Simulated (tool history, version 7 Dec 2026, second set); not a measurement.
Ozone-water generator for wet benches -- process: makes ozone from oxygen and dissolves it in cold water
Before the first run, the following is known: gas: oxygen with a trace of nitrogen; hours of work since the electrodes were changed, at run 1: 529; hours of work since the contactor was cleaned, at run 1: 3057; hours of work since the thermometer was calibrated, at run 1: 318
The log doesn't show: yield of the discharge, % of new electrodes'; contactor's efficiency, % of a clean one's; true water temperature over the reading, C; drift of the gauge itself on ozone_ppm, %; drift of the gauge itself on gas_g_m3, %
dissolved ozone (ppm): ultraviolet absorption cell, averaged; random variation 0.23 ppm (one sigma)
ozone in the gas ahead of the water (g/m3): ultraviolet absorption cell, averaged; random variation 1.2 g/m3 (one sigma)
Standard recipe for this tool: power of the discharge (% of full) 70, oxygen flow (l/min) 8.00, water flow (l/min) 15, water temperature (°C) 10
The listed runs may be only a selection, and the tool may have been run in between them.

| run | hour | power of the discharge (% of full) | oxygen flow (l/min) | water flow (l/min) | water temperature (°C) | hours of work since the electrodes were changed | hours of work since the contactor was cleaned | hours of work since the thermometer was calibrated | dissolved ozone (ppm) | ozone in the gas ahead of the water (g/m3) |
|---|---|---|---|---|---|---|---|---|---|---|
| 1 | 0.0 | 70 | 8.00 | 15 | 10 | 529 | 3057 | 318 | 35.3 | 224.0 |
| 2 | 24.3 | 70 | 8.00 | 15 | 10 | 545 | 3072 | 334 | 35.1 | 225.8 |
| 3 | 65.3 | 70 | 8.00 | 15 | 10 | 571 | 3099 | 360 | 35.5 | 224.0 |
| 4 | 114.7 | 70 | 8.00 | 15 | 10 | 603 | 3131 | 392 | 35.4 | 225.0 |
| 5 | 167.3 | 70 | 8.00 | 15 | 10 | 637 | 3165 | 426 | 35.4 | 223.7 |
| 6 | 198.1 | 70 | 8.00 | 15 | 10 | 657 | 3185 | 446 | 35.3 | 226.3 |
| 7 | 237.7 | 70 | 8.00 | 15 | 10 | 683 | 3210 | 471 | 35.3 | 223.1 |
| 8 | 281.5 | 70 | 8.00 | 20 | 10 | 711 | 3239 | 500 | 29.2 | 225.0 |
| 9 | 318.2 | 70 | 8.00 | 15 | 15 | 735 | 3262 | 524 | 32.4 | 223.9 |
| 10 | 343.4 | 70 | 8.00 | 15 | 15 | 751 | 3279 | 540 | 32.1 | 223.4 |
| 11 | 375.6 | 70 | 8.00 | 15 | 10 | 772 | 3300 | 561 | 35.2 | 224.0 |
| 12 | 418.8 | 70 | 8.00 | 15 | 10 | 800 | 3328 | 589 | 35.5 | 224.0 |
| 13 | 451.8 | 66 | 8.00 | 15 | 10 | 821 | 3349 | 610 | 33.7 | 216.1 |
| 14 | 478.6 | 66 | 8.00 | 15 | 10 | 838 | 3366 | 627 | 34.2 | 216.3 |
| 15 | 522.5 | 66 | 8.00 | 15 | 10 | 867 | 3395 | 656 | 33.8 | 217.3 |
| 16 | 566.0 | 66 | 8.00 | 15 | 10 | 895 | 3423 | 684 | 33.9 | 212.5 |
| 17 | 592.6 | 70 | 8.00 | 24 | 10 | 912 | 3440 | 701 | 25.2 | 224.3 |
| 18 | 630.7 | 89 | 8.08 | 21 | 11 | 937 | 3464 | 726 | 33.0 | 270.8 |
| 19 | 660.7 | 89 | 6.86 | 21 | 11 | 956 | 3484 | 745 | 32.9 | 294.3 |
| 20 | 711.2 | 95 | 8.00 | 11 | 17 | 989 | 3517 | 778 | 46.1 | 284.6 |
| 21 | 737.7 | 95 | 6.49 | 19 | 17 | 1006 | 3534 | 795 | 34.1 | 317.3 |
| 22 | 785.1 | 83 | 6.49 | 13 | 17 | 1037 | 3564 | 825 | 39.4 | 286.5 |
| 23 | 836.7 | 70 | 4.54 | 14 | 12 | 1070 | 3598 | 859 | 36.9 | 301.1 |
| 24 | 880.8 | 70 | 4.54 | 17 | 6 | 1098 | 3626 | 887 | 33.8 | 302.9 |
| 25 | 910.5 | 53 | 8.00 | 15 | 10 | 1118 | 3645 | 906 | 28.2 | 183.1 |
| 26 | 934.8 | 65 | 14.06 | 15 | 6 | 1133 | 3661 | 922 | 33.2 | 159.3 |
| 27 | 980.7 | 65 | 14.06 | 15 | 6 | 1163 | 3691 | 952 | 33.7 | 159.2 |
| 28 | 1010.7 | 44 | 13.70 | 20 | 5 | 1182 | 3710 | 971 | 21.6 | 119.0 |
| 29 | 1036.3 | 72 | 11.85 | 15 | 6 | 1199 | 3727 | 988 | 37.5 | 185.5 |
| 30 | 1072.0 | 86 | 8.79 | 15 | 10 | 1222 | 3750 | 1011 | 41.3 | 251.8 |
| 31 | 1104.9 | 47 | 8.00 | 14 | 13 | 1243 | 3771 | 1032 | 25.7 | 165.0 |
| 32 | 1154.6 | 74 | 12.72 | 20 | 13 | 1275 | 3803 | 1064 | 27.7 | 184.3 |
| 33 | 1198.7 | 74 | 12.72 | 20 | 13 | 1304 | 3832 | 1093 | 27.6 | 181.7 |

Predict each of these 4 candidate next runs independently; none follows another, all start after run 33:
| A | 1238.1 | 70 | 6.08 | 10 | 5 | 1329 | 3857 | 1118 | ? | ? |
| B | 1238.1 | 52 | 10.04 | 20 | 12 | 1329 | 3857 | 1118 | ? | ? |
| C | 1238.1 | 80 | 8.00 | 15 | 10 | 1329 | 3857 | 1118 | ? | ? |
| D | 1238.1 | 52 | 8.13 | 15 | 11 | 1329 | 3857 | 1118 | ? | ? |

| run | dissolved ozone (ppm) | ozone in the gas ahead of the water (g/m3) |
|---|---|---|
| A | 51.4 | 259.4 |
| B | 22.1 | 159.4 |
| C | 39.0 | 249.3 |
| D | 27.7 | 178.2 |
What these runs would have given with no unlogged condition in the tool:
| run | dissolved ozone (ppm) | ozone in the gas ahead of the water (g/m3) |
|---|---|---|
| A | 51.5 | 259.6 |
| B | 22.2 | 159.5 |
| C | 39.1 | 249.5 |
| D | 27.8 | 178.2 |

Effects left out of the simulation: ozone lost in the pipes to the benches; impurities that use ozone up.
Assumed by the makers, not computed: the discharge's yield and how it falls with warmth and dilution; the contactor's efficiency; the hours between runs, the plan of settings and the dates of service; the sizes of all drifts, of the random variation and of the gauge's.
